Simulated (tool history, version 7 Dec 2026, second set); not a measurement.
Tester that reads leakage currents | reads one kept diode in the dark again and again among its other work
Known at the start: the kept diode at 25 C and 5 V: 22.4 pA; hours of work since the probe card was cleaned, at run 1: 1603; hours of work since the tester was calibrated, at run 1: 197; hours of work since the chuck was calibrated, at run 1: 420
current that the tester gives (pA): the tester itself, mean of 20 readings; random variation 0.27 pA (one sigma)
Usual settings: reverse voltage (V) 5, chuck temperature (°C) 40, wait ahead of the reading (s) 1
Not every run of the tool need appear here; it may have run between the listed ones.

run   hour  reverse voltage (V)  chuck temperature (°C)  wait ahead of the reading (s)  hours of work since the probe card was cleaned  hours of work since the tester was calibrated  hours of work since the chuck was calibrated  current that the tester gives (pA)
  1      0                    5                      40                              1                                            1603                                            197                                           420                              101.52
  2   27.6                    5                      40                              1                                            1617                                            211                                           433                              101.59
  3   59.8                 1.66                      40                              1                                            1633                                            227                                           449                               62.25
  4   77.1                    5                      40                           0.67                                            1641                                            235                                           458                              102.93
  5  102.3                    5                      40                              1                                            1654                                            248                                           470                              102.54
  6  122.5                    5                      40                              1                                            1664                                            258                                           480                              102.54
  7  140.7                    5                      40                              1                                            1673                                            267                                           489                              102.51
  8  174.3                    5                      40                              1                                            1689                                            283                                           506                              103.27
  9    207                    5                      40                              1                                            1705                                            299                                           522                              102.52
 10  221.2                    5                      40                           0.91                                            1712                                            306                                           529                              103.28
 11  240.2                    5                      40                           0.91                                            1722                                            316                                           538                               103.6
 12  268.7                    5                      35                              1                                            1736                                            330                                           552                               71.45
 13  282.5                14.02                      40                              1                                            1743                                            336                                           559                              171.26
 14  315.3                 3.87                      40                              1                                            1759                                            353                                           575                               91.71
 15  329.4                 3.87                      40                              1                                            1766                                            359                                           582                               91.92
 16    343                 3.87                      40                              1                                            1773                                            366                                           589                               91.18
 17  364.3                 3.87                      40                              1                                            1783                                            377                                           599                               91.68
 18  396.6                    5                      48                              1                                            1799                                            393                                           615                              190.86
 19  415.2                    5                      40                              1                                            1808                                            402                                           624                              104.28
 20    430                    5                      40                              1                                            1815                                            409                                           632                              104.28
 21  446.4                    5                      28                              1                                            1823                                            417                                           640                               44.31
 22  476.7                    5                      28                              1                                            1838                                            432                                           655                               44.46
     490.1  -- probe card cleaned and baked
 23  512.3                 5.02                      39                           0.39                                              11                                            448                                           671                               87.84
 24  545.5                 5.02                      39                           0.39                                              27                                            464                                           687                                  88
 25  571.7                 5.02                      39                           0.39                                              40                                            477                                           700                               88.03
 26  592.8                 5.02                      39                           0.39                                              51                                            488                                           710                               88.12
 27  624.7                  1.6                      40                           8.91                                              66                                            504                                           726                               58.46
 28  649.4                  1.6                      40                           8.91                                              78                                            516                                           738                               58.83
 29  671.4                  1.6                      40                           8.91                                              89                                            527                                           749                               58.68
 30    696                 4.44                      58                           2.65                                             101                                            539                                           761                              379.57
 31  726.5                 7.33                      24                           0.34                                             116                                            554                                           776                               32.54
 32    754                 7.33                      24                           0.34                                             130                                            567                                           790                               33.01
 33  782.6                    5                      40                           2.02                                             144                                            581                                           804                               93.43
 34  807.1                 1.21                      28                           0.48                                             156                                            593                                           816                               19.03
 35  830.1                13.11                      28                           0.48                                             168                                            605                                           827                                57.4

For run 36, what comes out?
 36  859.9                15.98                      28                           1.72                                             182                                            619                                           842                                   ?

{"run 36": {"current that the tester gives (pA)": 56.68}}
With the hidden condition absent and the run-to-run variation left alone, this run would have shown current that the tester gives (pA) 50.26.
